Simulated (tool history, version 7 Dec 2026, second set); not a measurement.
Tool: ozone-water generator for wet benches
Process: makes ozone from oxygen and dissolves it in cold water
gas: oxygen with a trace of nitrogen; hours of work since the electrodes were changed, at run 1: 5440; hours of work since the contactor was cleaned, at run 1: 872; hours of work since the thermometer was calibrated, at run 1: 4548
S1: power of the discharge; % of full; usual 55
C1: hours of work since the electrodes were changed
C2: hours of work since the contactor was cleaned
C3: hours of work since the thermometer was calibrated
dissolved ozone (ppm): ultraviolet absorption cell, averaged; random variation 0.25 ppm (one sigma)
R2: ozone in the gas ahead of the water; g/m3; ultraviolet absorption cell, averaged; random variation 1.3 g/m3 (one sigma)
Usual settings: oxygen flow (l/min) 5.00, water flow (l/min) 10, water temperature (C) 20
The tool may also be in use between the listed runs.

Run 1, hour 0.0: usual settings; C1 5440; C2 872; C3 4548. Result: dissolved ozone (ppm) 38.8, R2 239.2 g/m3.
Run 2, hour 69.5: usual settings; C1 5503; C2 935; C3 4610. Result: dissolved ozone (ppm) 38.3, R2 241.5 g/m3.
Run 3, hour 191.7: usual settings; C1 5613; C2 1044; C3 4720. Result: dissolved ozone (ppm) 38.5, R2 239.8 g/m3.
Run 4, hour 275.3: usual settings but oxygen flow (l/min) 3.23; C1 5688; C2 1120; C3 4795. Result: dissolved ozone (ppm) 42.6, R2 312.9 g/m3.
Run 5, hour 374.9: usual settings but oxygen flow (l/min) 3.23; C1 5778; C2 1209; C3 4885. Result: dissolved ozone (ppm) 42.1, R2 314.0 g/m3.
At hour 410.9: water thermometer calibrated.
Run 6, hour 514.5: usual settings but oxygen flow (l/min) 3.23; C1 5903; C2 1334; C3 93. Result: dissolved ozone (ppm) 42.1, R2 315.4 g/m3.
Run 7, hour 613.9: usual settings but water temperature (C) 13; C1 5992; C2 1424; C3 183. Result: dissolved ozone (ppm) 44.7, R2 241.5 g/m3.
Run 8, hour 718.2: usual settings but water temperature (C) 13; C1 6086; C2 1517; C3 276. Result: dissolved ozone (ppm) 44.6, R2 241.7 g/m3.
Run 9, hour 823.6: usual settings; C1 6181; C2 1612; C3 371. Result: dissolved ozone (ppm) 38.6, R2 238.9 g/m3.
Run 10, hour 886.7: usual settings; C1 6237; C2 1669; C3 428. Result: dissolved ozone (ppm) 38.8, R2 240.9 g/m3.
Run 11, hour 964.2: usual settings; C1 6307; C2 1739; C3 498. Result: dissolved ozone (ppm) 38.9, R2 239.7 g/m3.
Run 12, hour 1083.3: usual settings but oxygen flow (l/min) 7.18; C1 6414; C2 1846; C3 605. Result: dissolved ozone (ppm) 35.1, R2 192.2 g/m3.
Run 13, hour 1235.9: usual settings; C1 6551; C2 1983; C3 742. Result: dissolved ozone (ppm) 38.7, R2 239.9 g/m3.
Run 14, hour 1347.3: usual settings; C1 6652; C2 2083; C3 842. Result: dissolved ozone (ppm) 38.6, R2 239.7 g/m3.
Run 15, hour 1489.7: usual settings; C1 6780; C2 2211; C3 970. Result: dissolved ozone (ppm) 39.0, R2 239.6 g/m3.
Run 16, hour 1613.6: usual settings; C1 6891; C2 2323; C3 1082. Result: dissolved ozone (ppm) 38.8, R2 240.3 g/m3.
Run 17, hour 1750.6: usual settings; C1 7014; C2 2446; C3 1205. Result: dissolved ozone (ppm) 38.5, R2 240.4 g/m3.
Run 18, hour 1835.1: usual settings but S1 60 % of full, oxygen flow (l/min) 3.01; C1 7090; C2 2522; C3 1281. Result: dissolved ozone (ppm) 45.0, R2 345.2 g/m3.
Run 19, hour 1946.7: usual settings but S1 43 % of full, oxygen flow (l/min) 8.38; C1 7191; C2 2622; C3 1381. Result: dissolved ozone (ppm) 29.1, R2 153.0 g/m3.
Run 20, hour 2029.7: usual settings but S1 43 % of full, oxygen flow (l/min) 8.38; C1 7265; C2 2697; C3 1456. Result: dissolved ozone (ppm) 29.0, R2 152.0 g/m3.
Run 21, hour 2124.5: usual settings but S1 40 % of full, oxygen flow (l/min) 3.52; C1 7351; C2 2782; C3 1541. Result: dissolved ozone (ppm) 34.8, R2 249.3 g/m3.
Run 22, hour 2226.8: usual settings but S1 40 % of full, oxygen flow (l/min) 3.52; C1 7443; C2 2874; C3 1633. Result: dissolved ozone (ppm) 35.0, R2 250.3 g/m3.
Run 23, hour 2375.3: usual settings but oxygen flow (l/min) 6.50, water temperature (C) 24; C1 7576; C2 3008; C3 1767. Result: dissolved ozone (ppm) 32.8, R2 202.4 g/m3.
Run 24, hour 2444.4: usual settings but S1 67 % of full, oxygen flow (l/min) 6.50, water flow (l/min) 11, water temperature (C) 24; C1 7638; C2 3070; C3 1829. Result: dissolved ozone (ppm) 35.3, R2 226.8 g/m3.
Run 25, hour 2548.9: usual settings but S1 79 % of full, oxygen flow (l/min) 6.50, water flow (l/min) 11, water temperature (C) 14; C1 7732; C2 3164; C3 1923. Result: dissolved ozone (ppm) 47.6, R2 248.1 g/m3.
Run 26, hour 2651.0: usual settings but S1 79 % of full, oxygen flow (l/min) 6.50, water flow (l/min) 11, water temperature (C) 14; C1 7824; C2 3256; C3 2015. Result: dissolved ozone (ppm) 47.7, R2 248.9 g/m3.
Run 27, hour 2769.4: usual settings but S1 89 % of full, oxygen flow (l/min) 8.68, water flow (l/min) 8, water temperature (C) 19; C1 7931; C2 3362; C3 2121. Result: dissolved ozone (ppm) 47.7, R2 223.5 g/m3.
Run 28, hour 2848.1: usual settings but S1 89 % of full, oxygen flow (l/min) 8.68, water flow (l/min) 8, water temperature (C) 19; C1 8001; C2 3433; C3 2192. Result: dissolved ozone (ppm) 47.7, R2 222.9 g/m3.
Run 29, hour 2911.9: usual settings but S1 80 % of full, oxygen flow (l/min) 4.28, water flow (l/min) 8, water temperature (C) 16; C1 8059; C2 3490; C3 2249. Result: dissolved ozone (ppm) 59.7, R2 326.6 g/m3.
Run 30, hour 3049.4: usual settings but S1 80 % of full, oxygen flow (l/min) 4.28, water flow (l/min) 8, water temperature (C) 16; C1 8182; C2 3614; C3 2373. Result: dissolved ozone (ppm) 60.3, R2 321.8 g/m3.
Run 31, hour 3118.8: usual settings but oxygen flow (l/min) 2.70, water flow (l/min) 12, water temperature (C) 25; C1 8245; C2 3676; C3 2435. Result: dissolved ozone (ppm) 34.5, R2 350.2 g/m3.
Run 32, hour 3184.6: usual settings but oxygen flow (l/min) 2.70, water flow (l/min) 12, water temperature (C) 25; C1 8304; C2 3736; C3 2494. Result: dissolved ozone (ppm) 34.8, R2 351.0 g/m3.
Run 33, hour 3337.0: usual settings but S1 90 % of full, oxygen flow (l/min) 2.70, water flow (l/min) 7, water temperature (C) 19; C1 8441; C2 3873; C3 2631. Result: dissolved ozone (ppm) 71.7, R2 462.1 g/m3.

Hidden state at the last listed run before each entry between runs and at the first one after, where it differs:
Between runs 5 and 6: water thermometer calibrated (hour 410.9)
  true water temperature over the reading, C: 0.01 -> 0
